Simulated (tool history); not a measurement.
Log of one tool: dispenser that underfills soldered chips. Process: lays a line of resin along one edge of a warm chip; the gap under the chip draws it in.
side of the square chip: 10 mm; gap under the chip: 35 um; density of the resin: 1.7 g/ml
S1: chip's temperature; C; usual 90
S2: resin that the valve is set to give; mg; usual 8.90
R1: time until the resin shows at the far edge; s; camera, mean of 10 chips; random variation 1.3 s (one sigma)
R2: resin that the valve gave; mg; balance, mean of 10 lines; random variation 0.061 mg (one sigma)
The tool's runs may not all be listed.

| run | hour | S1 | S2 | R1 | R2 |
|---|---|---|---|---|---|
| 1 | 0.0 | 90 | 8.90 | 138.8 | 8.52 |
| 2 | 4.1 | 90 | 10.81 | 170.6 | 10.42 |
| 3 | 6.9 | 90 | 10.81 | 195.2 | 10.35 |
| 4 | 9.0 | 90 | 8.90 | 227.7 | 8.58 |
|  | 11.8 | new syringe of resin |
| 5 | 13.3 | 90 | 8.90 | 140.2 | 8.44 |
| 6 | 16.7 | 90 | 8.90 | 165.8 | 8.55 |
| 7 | 19.9 | 90 | 11.60 | 190.3 | 11.04 |
| 8 | 22.0 | 90 | 8.90 | 219.7 | 8.40 |
|  | 23.4 | dispensing valve cleaned and set on the balance |
|  | 25.9 | new syringe of resin |
| 9 | 27.1 | 90 | 8.90 | 138.4 | 8.89 |
| 10 | 31.7 | 90 | 8.90 | 173.2 | 8.78 |
| 11 | 35.7 | 90 | 8.90 | 216.5 | 8.84 |
| 12 | 38.2 | 90 | 8.90 | 247.5 | 8.80 |
|  | 38.9 | new syringe of resin |
| 13 | 41.8 | 90 | 8.90 | 148.9 | 8.85 |
| 14 | 45.0 | 102 | 8.90 | 104.7 | 8.76 |
| 15 | 47.7 | 82 | 7.92 | 295.3 | 7.78 |
| 16 | 50.5 | 91 | 9.06 | 229.2 | 8.99 |
|  | 51.8 | new syringe of resin |
| 17 | 53.6 | 91 | 9.06 | 139.1 | 8.90 |
| 18 | 56.4 | 103 | 10.36 | 94.6 | 10.20 |
| 19 | 59.3 | 87 | 8.26 | 227.6 | 8.17 |
| 20 | 63.1 | 81 | 8.57 | 361.8 | 8.42 |
|  | 64.9 | new syringe of resin |
| 21 | 66.5 | 81 | 8.57 | 212.2 | 8.39 |
| 22 | 69.8 | 83 | 8.69 | 229.5 | 8.51 |
| 23 | 73.3 | 101 | 8.49 | 124.3 | 8.24 |
| 24 | 76.5 | 101 | 8.49 | 149.5 | 8.26 |
|  | 77.8 | new syringe of resin |
| 25 | 80.1 | 101 | 8.49 | 92.8 | 8.15 |
| 26 | 83.9 | 101 | 8.49 | 113.6 | 8.25 |
| 27 | 87.3 | 101 | 11.02 | 130.4 | 10.65 |
| 28 | 89.4 | 96 | 8.90 | 183.9 | 8.65 |

5 ways to go on from here, each from the tool as it stands after run 28. What would each give?
|  | 90.8 | new syringe of resin |
| A | 92.0 | 83 | 8.90 | ? | ? |
|  | 90.8 | new syringe of resin |
| B | 92.0 | 90 | 8.25 | ? | ? |
|  | 90.8 | new syringe of resin |
| C | 92.0 | 96 | 7.81 | ? | ? |
|  | 90.8 | new syringe of resin |
| D | 92.0 | 92 | 8.90 | ? | ? |
|  | 90.8 | new syringe of resin |
| E | 92.0 | 90 | 11.25 | ? | ? |

| run | R1 | R2 |
|---|---|---|
| A | 187.9 | 8.60 |
| B | 141.1 | 7.97 |
| C | 107.6 | 7.52 |
| D | 124.0 | 8.62 |
| E | 137.2 | 10.81 |
Without the tool's hidden state the same runs would have given:
| run | R1 | R2 |
|---|---|---|
| A | 171.1 | 8.89 |
| B | 128.3 | 8.24 |
| C | 97.8 | 7.77 |
| D | 113.2 | 8.91 |
| E | 125.6 | 11.17 |

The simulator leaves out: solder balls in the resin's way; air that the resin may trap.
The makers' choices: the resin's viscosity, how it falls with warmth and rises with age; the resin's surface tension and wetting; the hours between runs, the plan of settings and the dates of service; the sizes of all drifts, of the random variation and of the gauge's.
